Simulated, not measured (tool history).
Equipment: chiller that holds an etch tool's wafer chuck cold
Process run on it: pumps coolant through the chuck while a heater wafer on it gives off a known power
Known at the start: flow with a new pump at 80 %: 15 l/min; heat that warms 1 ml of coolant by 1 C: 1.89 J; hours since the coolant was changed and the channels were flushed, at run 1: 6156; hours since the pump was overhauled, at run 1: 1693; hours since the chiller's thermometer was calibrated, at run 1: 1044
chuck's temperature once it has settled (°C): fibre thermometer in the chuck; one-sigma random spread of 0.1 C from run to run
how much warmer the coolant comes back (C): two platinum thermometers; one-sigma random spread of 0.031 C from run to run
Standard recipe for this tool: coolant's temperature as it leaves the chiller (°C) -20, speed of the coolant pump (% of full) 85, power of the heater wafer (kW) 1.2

run,hour,coolant's temperature as it leaves the chiller (°C),speed of the coolant pump (% of full),power of the heater wafer (kW),hours since the coolant was changed and the channels were flushed,hours since the pump was overhauled,hours since the chiller's thermometer was calibrated,chuck's temperature once it has settled (°C),how much warmer the coolant comes back (C)
1,0,-20,85,1.2,6156,1693,1044,-6.1,2.43
2,44.9,-20,85,0.798,6201,1738,1089,-10.5,1.61
3,71.9,-20,85,0.798,6228,1765,1116,-10.5,1.64
4,97.6,-20,85,0.798,6254,1791,1141,-10.5,1.61
5,157.4,-29,85,1.2,6313,1851,1201,-14.9,2.45
6,209,-29,85,1.2,6365,1902,1253,-14.7,2.47
7,234.4,-20,85,0.762,6390,1928,1278,-11,1.57
8,291.1,-24,85,1.2,6447,1984,1335,-9.9,2.38
9,343.1,-20,96,1.2,6499,2036,1387,-7,2.16
10,389.8,-20,85,1.155,6546,2083,1433,-6.2,2.37
11,423.4,-20,85,1.155,6579,2117,1467,-6.3,2.37
12,478.9,-24,85,1.2,6635,2172,1523,-9.8,2.49
13,512.2,-20,85,1.545,6668,2205,1556,-1.6,3.16
14,542,-20,85,1.545,6698,2235,1586,-1.6,3.12
15,580.9,-20,85,1.401,6737,2274,1624,-3.3,2.88
16,621.2,-20,80,0.994,6777,2315,1665,-7.6,2.18
17,654.6,-20,94,1.094,6811,2348,1698,-7.8,2.02
18,685.3,-22,86,1.695,6841,2379,1729,-1.8,3.42
19,734,-27,95,1.306,6890,2427,1778,-12.4,2.34
# hour 739.8: chiller's thermometer calibrated
20,788.9,-20,64,0.874,6944,2481,49,-7,2.46
21,822.1,-20,64,0.874,6977,2514,82,-6.9,2.44
22,849.8,-20,72,1.729,7005,2542,110,3.6,4.28
23,885.4,-25,77,0.798,7040,2578,146,-14.7,1.87
24,944.2,-13,68,1.734,7099,2636,204,11.7,4.57
25,978.7,-11,68,0.677,7134,2671,239,-1.1,1.77
# hour 982.3: chiller's thermometer calibrated, once more
26,1025.7,-26,77,1.661,7180,2717,43,-4.7,3.81
27,1072.6,-11,64,1.646,7227,2764,90,13,4.68
28,1101.3,-20,85,1.232,7255,2793,119,-5.2,2.55
29,1151.4,-25,76,1.2,7305,2843,169,-9.3,2.83

Alternative continuations, all from the tool just after run 29; predict every row:
A,1189.4,-25,76,1.2,7343,2881,207,?,?
B,1189.4,-19,67,1.605,7343,2881,207,?,?
C,1189.4,-28,76,1.2,7343,2881,207,?,?
D,1189.4,-24,82,0.804,7343,2881,207,?,?

run,chuck's temperature once it has settled (°C),how much warmer the coolant comes back (C)
A,-9.4,2.8
B,3.9,4.26
C,-12.5,2.75
D,-14.2,1.68
Take away the tool's hidden state, keep each run's random variation, and the runs would have read:
run,chuck's temperature once it has settled (°C),how much warmer the coolant comes back (C)
A,-11.2,2.69
B,1.4,4.07
C,-14.2,2.63
D,-15.3,1.61
